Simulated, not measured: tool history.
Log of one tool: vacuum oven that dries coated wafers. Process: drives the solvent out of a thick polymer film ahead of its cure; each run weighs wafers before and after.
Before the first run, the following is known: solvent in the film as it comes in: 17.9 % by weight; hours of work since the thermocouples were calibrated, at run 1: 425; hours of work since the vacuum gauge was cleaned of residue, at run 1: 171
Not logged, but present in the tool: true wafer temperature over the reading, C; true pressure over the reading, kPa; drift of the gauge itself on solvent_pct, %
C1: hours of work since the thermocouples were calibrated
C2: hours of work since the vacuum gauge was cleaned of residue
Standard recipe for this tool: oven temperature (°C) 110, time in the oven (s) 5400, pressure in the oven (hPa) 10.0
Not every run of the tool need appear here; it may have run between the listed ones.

{"run": 1, "hour": 0.0, "oven temperature (°C)": 110, "time in the oven (s)": 5400, "pressure in the oven (hPa)": 10.0, "C1": 425, "C2": 171, "solvent left in the film (%)": 3.01}
{"run": 2, "hour": 30.5, "oven temperature (°C)": 110, "time in the oven (s)": 5400, "pressure in the oven (hPa)": 10.0, "C1": 442, "C2": 187, "solvent left in the film (%)": 3.02}
{"run": 3, "hour": 60.4, "oven temperature (°C)": 110, "time in the oven (s)": 5400, "pressure in the oven (hPa)": 10.0, "C1": 458, "C2": 203, "solvent left in the film (%)": 2.98}
{"run": 4, "hour": 92.6, "oven temperature (°C)": 110, "time in the oven (s)": 5400, "pressure in the oven (hPa)": 10.0, "C1": 475, "C2": 221, "solvent left in the film (%)": 2.98}
{"run": 5, "hour": 113.1, "oven temperature (°C)": 110, "time in the oven (s)": 6660, "pressure in the oven (hPa)": 10.0, "C1": 486, "C2": 232, "solvent left in the film (%)": 2.12}
{"run": 6, "hour": 163.7, "oven temperature (°C)": 110, "time in the oven (s)": 5400, "pressure in the oven (hPa)": 10.0, "C1": 513, "C2": 259, "solvent left in the film (%)": 2.98}
{"run": 7, "hour": 207.8, "oven temperature (°C)": 110, "time in the oven (s)": 5400, "pressure in the oven (hPa)": 10.0, "C1": 537, "C2": 283, "solvent left in the film (%)": 2.96}
{"run": 8, "hour": 241.7, "oven temperature (°C)": 110, "time in the oven (s)": 5400, "pressure in the oven (hPa)": 10.0, "C1": 555, "C2": 301, "solvent left in the film (%)": 2.97}
{"run": 9, "hour": 277.0, "oven temperature (°C)": 110, "time in the oven (s)": 5400, "pressure in the oven (hPa)": 10.0, "C1": 574, "C2": 320, "solvent left in the film (%)": 2.95}
{"run": 10, "hour": 305.5, "oven temperature (°C)": 110, "time in the oven (s)": 5400, "pressure in the oven (hPa)": 10.0, "C1": 590, "C2": 335, "solvent left in the film (%)": 2.98}
{"run": 11, "hour": 341.0, "oven temperature (°C)": 110, "time in the oven (s)": 5400, "pressure in the oven (hPa)": 13.2, "C1": 609, "C2": 354, "solvent left in the film (%)": 3.06}

Here are 4 independent what-if runs from the current tool condition. What would each one return?
{"run": "A", "hour": 363.1, "oven temperature (°C)": 117, "time in the oven (s)": 8040, "pressure in the oven (hPa)": 35.2, "C1": 621, "C2": 366, "solvent left in the film (%)": "?"}
{"run": "B", "hour": 363.1, "oven temperature (°C)": 116, "time in the oven (s)": 3480, "pressure in the oven (hPa)": 9.6, "C1": 621, "C2": 366, "solvent left in the film (%)": "?"}
{"run": "C", "hour": 363.1, "oven temperature (°C)": 96, "time in the oven (s)": 5280, "pressure in the oven (hPa)": 21.2, "C1": 621, "C2": 366, "solvent left in the film (%)": "?"}
{"run": "D", "hour": 363.1, "oven temperature (°C)": 107, "time in the oven (s)": 3840, "pressure in the oven (hPa)": 6.2, "C1": 621, "C2": 366, "solvent left in the film (%)": "?"}

run=A solvent_left_in_the_film_(%)=1.34
run=B solvent_left_in_the_film_(%)=3.23
run=C solvent_left_in_the_film_(%)=8.16
run=D solvent_left_in_the_film_(%)=5.45
What these runs would have given with no unlogged condition in the tool:
run=A solvent_left_in_the_film_(%)=1.35
run=B solvent_left_in_the_film_(%)=3.33
run=C solvent_left_in_the_film_(%)=8.27
run=D solvent_left_in_the_film_(%)=5.56

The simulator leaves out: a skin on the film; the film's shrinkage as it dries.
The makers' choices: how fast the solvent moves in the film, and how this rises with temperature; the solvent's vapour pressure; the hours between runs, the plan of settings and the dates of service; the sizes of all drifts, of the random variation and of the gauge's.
